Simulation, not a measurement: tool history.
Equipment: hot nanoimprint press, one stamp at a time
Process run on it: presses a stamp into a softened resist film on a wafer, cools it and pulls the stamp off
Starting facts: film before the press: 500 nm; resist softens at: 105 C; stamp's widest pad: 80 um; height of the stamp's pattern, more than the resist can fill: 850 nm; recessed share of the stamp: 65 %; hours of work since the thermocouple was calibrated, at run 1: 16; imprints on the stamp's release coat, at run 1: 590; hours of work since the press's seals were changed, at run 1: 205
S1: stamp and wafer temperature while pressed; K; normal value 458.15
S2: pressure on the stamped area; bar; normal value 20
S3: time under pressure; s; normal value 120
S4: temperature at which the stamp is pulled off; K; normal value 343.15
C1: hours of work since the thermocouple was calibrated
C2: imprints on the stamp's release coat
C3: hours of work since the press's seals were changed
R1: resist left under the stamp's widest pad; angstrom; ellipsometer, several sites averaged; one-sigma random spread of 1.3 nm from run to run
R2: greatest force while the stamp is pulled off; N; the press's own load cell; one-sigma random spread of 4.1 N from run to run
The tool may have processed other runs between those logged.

run   hour      S1    S2   S3      S4   C1   C2   C3    R1   R2
  1      0  458.15    20  120  343.15   16  590  205  1965  227
  2   21.3  458.15  12.3  120  343.15   27  648  215  2501  225
  3   55.7  458.15  12.3  120  343.15   43  741  232  2552  232
     100.6  -- stamp cleaned and given a new release coat
  4  100.6  458.15  16.2  120  343.15   62    0  251  2205  215
  5  138.7  458.15  16.2  120  343.15   81  103  270  2197  224
  6  174.7  458.15  16.2  120  343.15   99  201  287  2188  224
  7  210.8  458.15  16.2   68  343.15  116  299  305  2647  226
  8    240  458.15  16.2   68  343.15  131  378  319  2618  224
  9  263.8  458.15    20  120  343.15  142  442  331  1950  225
 10    303  458.15    20  120  343.15  161  549  350  1936  226
 11  329.2  458.15    20  120  343.15  174  620  363  1964  224
 12  367.1  458.15    20  120  343.15  193  723  381  1925  221
 13  383.4  458.15    20  120  343.15  201  767  389  1952  225
 14  409.9  458.15    20  120  343.15  214  839  402  1968  224
     418.9  -- stamp cleaned and given a new release coat
 15  450.3  458.15    20  120  343.15  231   85  419  1953  226
 16  480.4  454.15    20  120  343.15  245  167  434  2163  219
 17  514.4  454.15    20  120  343.15  262  259  450  2175  228
 18  544.6  454.15  24.9  120  329.15  277  341  465  1930  326
 19  566.3  458.15  25.3  120  334.15  287  400  476  1712  283
     572.7  -- plate thermocouple calibrated
 20  587.9  458.15  14.5  170  343.15    7  450  485  2064  219
 21  615.9  458.15    17  170  343.15   21  526  499  1884  228
 22  648.4  458.15  13.3  170  344.15   37  614  514  2183  216
 23  683.3  458.15  13.3  170  344.15   54  709  532  2156  217
 24  716.1  458.15  20.7  120  343.15   70  798  548  1905  228
     741.7  -- stamp cleaned and given a new release coat
 25  757.3  458.15  27.8   61  333.15   87   42  565  2063  286
 26  777.9  448.15    20  217  332.15   97   98  575  2115  292
 27  797.2  448.15  26.6  217  332.15  107  150  584  1811  304
 28  827.9  448.15    12   76  348.15  122  234  599  3613  190
 29  865.6  448.15    12   76  348.15  140  336  618  3647  192

Here are 4 independent what-if runs from the current tool condition. What would each one return?
  A  896.2  454.15  13.1  120  330.15  155  419  633   ?   ?
  B  896.2  469.15    12   67  348.15  155  419  633   ?   ?
  C  896.2  458.15  15.3  218  335.15  155  419  633   ?   ?
  D  896.2  448.15    12   76  346.15  155  419  633   ?   ?

run    R1   R2
  A  2700  308
  B  2387  192
  C  1833  270
  D  3635  200
What these runs would have given with no unlogged condition in the tool:
run    R1   R2
  A  2698  307
  B  2385  191
  C  1832  269
  D  3633  200
